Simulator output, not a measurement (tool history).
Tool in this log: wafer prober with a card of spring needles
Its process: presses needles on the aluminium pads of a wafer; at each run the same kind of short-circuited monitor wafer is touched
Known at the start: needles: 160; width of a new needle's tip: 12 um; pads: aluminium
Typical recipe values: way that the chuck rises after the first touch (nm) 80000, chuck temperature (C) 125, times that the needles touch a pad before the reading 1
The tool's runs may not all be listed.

run	hour	way that the chuck rises after the first touch (nm)	chuck temperature (C)	times that the needles touch a pad before the reading	resistance of one needle with its contact and lead (mohm)	way that a needle slides on the pad (nm)
1	0	80000	125	1	139	17720
# hour 11.8: tips cleaned on abrasive film
# hour 26.8: tips cleaned on abrasive film
# hour 41.1: tips cleaned on abrasive film
2	46.3	80000	125	1	144	17700
# hour 54.9: tips cleaned on abrasive film
# hour 69.8: tips cleaned on abrasive film
# hour 73.4: height of the first contact set anew
3	73.4	80000	125	1	141	17490
# hour 83.2: tips cleaned on abrasive film
# hour 97.8: tips cleaned on abrasive film
4	106.2	80000	125	1	152	17430
# hour 111: tips cleaned on abrasive film
# hour 125.8: tips cleaned on abrasive film
5	137.6	80000	125	1	156	17410
# hour 140.9: tips cleaned on abrasive film
# hour 156.8: tips cleaned on abrasive film
6	163.3	90000	125	1	146	19640
# hour 169.8: tips cleaned on abrasive film
# hour 184.3: tips cleaned on abrasive film
7	184.3	90000	125	1	126	19560
# hour 198.3: tips cleaned on abrasive film
# hour 213.9: tips cleaned on abrasive film
# hour 228.8: tips cleaned on abrasive film
8	232.4	90000	125	1	137	19540
# hour 243.4: tips cleaned on abrasive film
# hour 243.7: height of the first contact set anew
# hour 259.3: tips cleaned on abrasive film
# hour 274: tips cleaned on abrasive film
9	274	80000	125	1	129	17840
# hour 287.8: tips cleaned on abrasive film
# hour 296.8: height of the first contact set anew, once more
10	296.8	80000	125	1	150	17900
# hour 303.3: tips cleaned on abrasive film
# hour 318.5: tips cleaned on abrasive film
# hour 333.1: tips cleaned on abrasive film
11	335.4	80000	125	1	135	17880
# hour 347.8: tips cleaned on abrasive film
# hour 363.4: tips cleaned on abrasive film
# hour 379.4: tips cleaned on abrasive film
12	382.2	80000	125	1	138	17770
# hour 393.1: tips cleaned on abrasive film
# hour 407.5: tips cleaned on abrasive film
13	410.2	80000	125	1	140	17720
# hour 421.9: tips cleaned on abrasive film
# hour 437.9: tips cleaned on abrasive film
14	442.9	80000	125	1	144	17700
# hour 452.2: tips cleaned on abrasive film
# hour 466.5: tips cleaned on abrasive film
# hour 466.8: height of the first contact set anew
15	469.3	80000	125	1	132	17840
# hour 480.9: tips cleaned on abrasive film
# hour 496.8: tips cleaned on abrasive film
16	500.3	80000	125	1	138	17800

Estimate the outcome of run 17 from the log above:
# hour 512.7: tips cleaned on abrasive film
# hour 528.5: tips cleaned on abrasive film
17	530.3	80000	125	1	?	?

{"run 17": {"resistance of one needle with its contact and lead (mohm)": 132, "way that a needle slides on the pad (nm)": 17780}}
Had the tool carried no hidden state, the very same run would have given resistance of one needle with its contact and lead (mohm) 124, way that a needle slides on the pad (nm) 17870.

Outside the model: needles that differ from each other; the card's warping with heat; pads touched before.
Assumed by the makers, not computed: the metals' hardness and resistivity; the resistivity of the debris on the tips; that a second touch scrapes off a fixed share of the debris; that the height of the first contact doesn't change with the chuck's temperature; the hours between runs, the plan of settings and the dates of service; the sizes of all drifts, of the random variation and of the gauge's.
